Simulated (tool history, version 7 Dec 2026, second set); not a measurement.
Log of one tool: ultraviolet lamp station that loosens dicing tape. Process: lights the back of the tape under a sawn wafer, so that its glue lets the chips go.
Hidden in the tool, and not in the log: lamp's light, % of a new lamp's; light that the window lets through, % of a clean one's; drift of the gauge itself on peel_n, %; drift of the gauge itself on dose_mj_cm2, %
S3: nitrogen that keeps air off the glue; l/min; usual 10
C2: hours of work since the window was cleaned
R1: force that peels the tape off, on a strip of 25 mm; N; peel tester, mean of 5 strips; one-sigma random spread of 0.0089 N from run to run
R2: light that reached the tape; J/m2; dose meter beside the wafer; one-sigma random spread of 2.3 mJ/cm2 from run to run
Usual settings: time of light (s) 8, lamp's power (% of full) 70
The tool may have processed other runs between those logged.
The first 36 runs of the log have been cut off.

run 37 hour=348.5 | time_of_light_(s)=9 lamp's_power_(%_of_full)=66 S3=4 | hours_of_work_of_the_lamp=376 C2=76 | R1=0.654 R2=2210
run 38 hour=354.2 | time_of_light_(s)=6 lamp's_power_(%_of_full)=65 S3=10 | hours_of_work_of_the_lamp=379 C2=79 | R1=0.784 R2=1470
run 39 hour=366.3 | time_of_light_(s)=6 lamp's_power_(%_of_full)=65 S3=10 | hours_of_work_of_the_lamp=388 C2=87 | R1=0.781 R2=1460
run 40 hour=376.9 | time_of_light_(s)=14 lamp's_power_(%_of_full)=69 S3=10 | hours_of_work_of_the_lamp=395 C2=95 | R1=0.248 R2=3580
run 41 hour=387.8 | time_of_light_(s)=14 lamp's_power_(%_of_full)=62 S3=17 | hours_of_work_of_the_lamp=402 C2=102 | R1=0.257 R2=3210
run 42 hour=394.2 | time_of_light_(s)=10 lamp's_power_(%_of_full)=65 S3=12 | hours_of_work_of_the_lamp=406 C2=106 | R1=0.366 R2=2390
run 43 hour=405 | time_of_light_(s)=14 lamp's_power_(%_of_full)=76 S3=9 | hours_of_work_of_the_lamp=413 C2=113 | R1=0.255 R2=3830
run 44 hour=412.5 | time_of_light_(s)=8 lamp's_power_(%_of_full)=68 S3=19 | hours_of_work_of_the_lamp=418 C2=118 | R1=0.413 R2=1980
run 45 hour=423.9 | time_of_light_(s)=9 lamp's_power_(%_of_full)=70 S3=10 | hours_of_work_of_the_lamp=426 C2=126 | R1=0.419 R2=2260

Alternative continuations, all from the tool just after run 45; predict every row:
run A hour=431.6 | time_of_light_(s)=7 lamp's_power_(%_of_full)=61 S3=10 | hours_of_work_of_the_lamp=431 C2=131 | R1=? R2=?
run B hour=431.6 | time_of_light_(s)=4 lamp's_power_(%_of_full)=77 S3=12 | hours_of_work_of_the_lamp=431 C2=131 | R1=? R2=?
run C hour=431.6 | time_of_light_(s)=7 lamp's_power_(%_of_full)=75 S3=13 | hours_of_work_of_the_lamp=431 C2=131 | R1=? R2=?

run=A R1=0.718 R2=1530
run=B R1=1.09 R2=1120
run=C R1=0.467 R2=1840
What these runs would have given with no unlogged condition in the tool:
run=A R1=0.535 R2=1870
run=B R1=0.833 R2=1370
run=C R1=0.353 R2=2250

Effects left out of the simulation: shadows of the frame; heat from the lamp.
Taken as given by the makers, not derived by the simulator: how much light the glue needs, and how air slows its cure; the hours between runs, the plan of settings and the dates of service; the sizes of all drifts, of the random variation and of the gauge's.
